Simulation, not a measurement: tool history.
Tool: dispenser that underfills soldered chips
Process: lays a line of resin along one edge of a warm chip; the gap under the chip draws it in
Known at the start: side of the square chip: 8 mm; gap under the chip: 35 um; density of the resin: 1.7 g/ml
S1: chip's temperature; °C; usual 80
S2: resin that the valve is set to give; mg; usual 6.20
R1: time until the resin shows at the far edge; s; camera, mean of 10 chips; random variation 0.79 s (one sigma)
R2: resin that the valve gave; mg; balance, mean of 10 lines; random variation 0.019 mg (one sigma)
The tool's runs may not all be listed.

{"run": 1, "day": 0.0, "S1": 80, "S2": 6.2, "R1": 91.6, "R2": 6.04}
{"day": 0.179, "done": "new syringe of resin"}
{"run": 2, "day": 0.542, "S1": 80, "S2": 6.2, "R1": 93.5, "R2": 6.02}
{"day": 0.667, "done": "new syringe of resin"}
{"day": 0.804, "done": "dispensing valve cleaned and set on the balance"}
{"run": 3, "day": 0.996, "S1": 72, "S2": 6.2, "R1": 110.0, "R2": 6.2}
{"day": 1.2, "done": "new syringe of resin"}
{"run": 4, "day": 1.458, "S1": 80, "S2": 6.2, "R1": 85.0, "R2": 6.16}
{"day": 1.704, "done": "new syringe of resin"}
{"run": 5, "day": 2.008, "S1": 80, "S2": 6.2, "R1": 87.7, "R2": 6.1}
{"day": 2.188, "done": "new syringe of resin"}
{"run": 6, "day": 2.3, "S1": 80, "S2": 6.2, "R1": 76.1, "R2": 6.1}
{"day": 2.658, "done": "new syringe of resin"}
{"run": 7, "day": 2.912, "S1": 80, "S2": 6.2, "R1": 86.1, "R2": 6.07}
{"day": 3.167, "done": "new syringe of resin"}
{"run": 8, "day": 3.488, "S1": 80, "S2": 6.05, "R1": 91.8, "R2": 5.91}
{"day": 3.658, "done": "new syringe of resin"}
{"run": 9, "day": 3.771, "S1": 80, "S2": 6.05, "R1": 77.1, "R2": 5.89}
{"day": 4.154, "done": "new syringe of resin"}
{"run": 10, "day": 4.292, "S1": 80, "S2": 6.2, "R1": 78.3, "R2": 6.02}
{"day": 4.617, "done": "dispensing valve cleaned and set on the balance"}
{"day": 4.692, "done": "new syringe of resin"}
{"run": 11, "day": 4.717, "S1": 80, "S2": 6.2, "R1": 70.0, "R2": 6.18}
{"day": 5.192, "done": "new syringe of resin"}
{"run": 12, "day": 5.304, "S1": 80, "S2": 6.2, "R1": 76.0, "R2": 6.15}
{"day": 5.675, "done": "new syringe of resin"}
{"run": 13, "day": 5.692, "S1": 80, "S2": 6.2, "R1": 70.0, "R2": 6.12}
{"run": 14, "day": 6.1, "S1": 80, "S2": 6.2, "R1": 97.1, "R2": 6.1}
{"day": 6.162, "done": "new syringe of resin"}
{"run": 15, "day": 6.492, "S1": 80, "S2": 6.2, "R1": 90.0, "R2": 6.12}
{"day": 6.638, "done": "new syringe of resin"}
{"run": 16, "day": 7.058, "S1": 80, "S2": 5.8, "R1": 95.9, "R2": 5.65}
{"day": 7.154, "done": "new syringe of resin"}
{"run": 17, "day": 7.362, "S1": 78, "S2": 6.2, "R1": 86.3, "R2": 6.06}
{"day": 7.658, "done": "new syringe of resin"}
{"run": 18, "day": 7.988, "S1": 73, "S2": 7.16, "R1": 108.7, "R2": 6.93}
{"day": 8.171, "done": "new syringe of resin"}
{"day": 8.458, "done": "dispensing valve cleaned and set on the balance"}
{"run": 19, "day": 8.529, "S1": 73, "S2": 7.16, "R1": 106.8, "R2": 7.16}
{"day": 8.696, "done": "new syringe of resin"}
{"run": 20, "day": 8.812, "S1": 82, "S2": 7.57, "R1": 69.6, "R2": 7.54}
{"run": 21, "day": 9.096, "S1": 73, "S2": 7.34, "R1": 115.3, "R2": 7.29}
{"day": 9.171, "done": "new syringe of resin"}
{"run": 22, "day": 9.55, "S1": 88, "S2": 5.52, "R1": 77.2, "R2": 5.42}
{"day": 9.675, "done": "new syringe of resin"}
{"run": 23, "day": 10.079, "S1": 74, "S2": 7.1, "R1": 110.6, "R2": 6.98}
{"day": 10.192, "done": "new syringe of resin"}
{"run": 24, "day": 10.571, "S1": 74, "S2": 5.73, "R1": 112.1, "R2": 5.62}
{"day": 10.692, "done": "new syringe of resin"}
{"run": 25, "day": 10.85, "S1": 89, "S2": 6.87, "R1": 58.1, "R2": 6.7}
{"day": 11.175, "done": "new syringe of resin"}
{"run": 26, "day": 11.175, "S1": 89, "S2": 6.87, "R1": 52.0, "R2": 6.67}
{"run": 27, "day": 11.45, "S1": 95, "S2": 6.77, "R1": 55.8, "R2": 6.54}
{"day": 11.671, "done": "new syringe of resin"}
{"run": 28, "day": 11.954, "S1": 90, "S2": 6.44, "R1": 63.3, "R2": 6.2}
{"day": 12.167, "done": "new syringe of resin"}
{"day": 12.283, "done": "dispensing valve cleaned and set on the balance"}
{"run": 29, "day": 12.508, "S1": 90, "S2": 6.44, "R1": 64.9, "R2": 6.42}
{"day": 12.717, "done": "new syringe of resin"}
{"run": 30, "day": 12.796, "S1": 91, "S2": 6.63, "R1": 52.6, "R2": 6.64}
{"day": 13.2, "done": "new syringe of resin"}
{"run": 31, "day": 13.429, "S1": 86, "S2": 7.18, "R1": 67.7, "R2": 7.13}
{"day": 13.704, "done": "new syringe of resin"}
{"run": 32, "day": 13.896, "S1": 86, "S2": 7.18, "R1": 63.9, "R2": 7.05}
{"day": 14.196, "done": "new syringe of resin"}
{"run": 33, "day": 14.479, "S1": 86, "S2": 7.18, "R1": 72.0, "R2": 7.05}

Hidden state or all else? Some run-to-run changes of R1, split into what the settings, what came in and random variation would give without the hidden state, and what is left for the hidden state (with any gauge scatter that isn't in both results):
The hidden state here: resin's viscosity, % of fresh resin's; dose that the valve gives, % of what is set; true chip temperature over the reading, C; drift of the gauge itself on fill_s, %; drift of the gauge itself on given_mg, %.
Run 13 -> 14: no setting changed, nothing entered. R1 +27.1 s: hidden state +26.9, all else +0.2.
Run 20 -> 21: S1 82 -> 73, S2 7.57 -> 7.34. R1 +45.7 s: hidden state +23.6, all else +22.1.
Run 21 -> 22: S1 73 -> 88, S2 7.34 -> 5.52, new syringe of resin. R1 -38.1 s: hidden state -9.2, all else -28.9.
Run 24 -> 25: S1 74 -> 89, S2 5.73 -> 6.87, new syringe of resin. R1 -54.0 s: hidden state -21.7, all else -32.3.

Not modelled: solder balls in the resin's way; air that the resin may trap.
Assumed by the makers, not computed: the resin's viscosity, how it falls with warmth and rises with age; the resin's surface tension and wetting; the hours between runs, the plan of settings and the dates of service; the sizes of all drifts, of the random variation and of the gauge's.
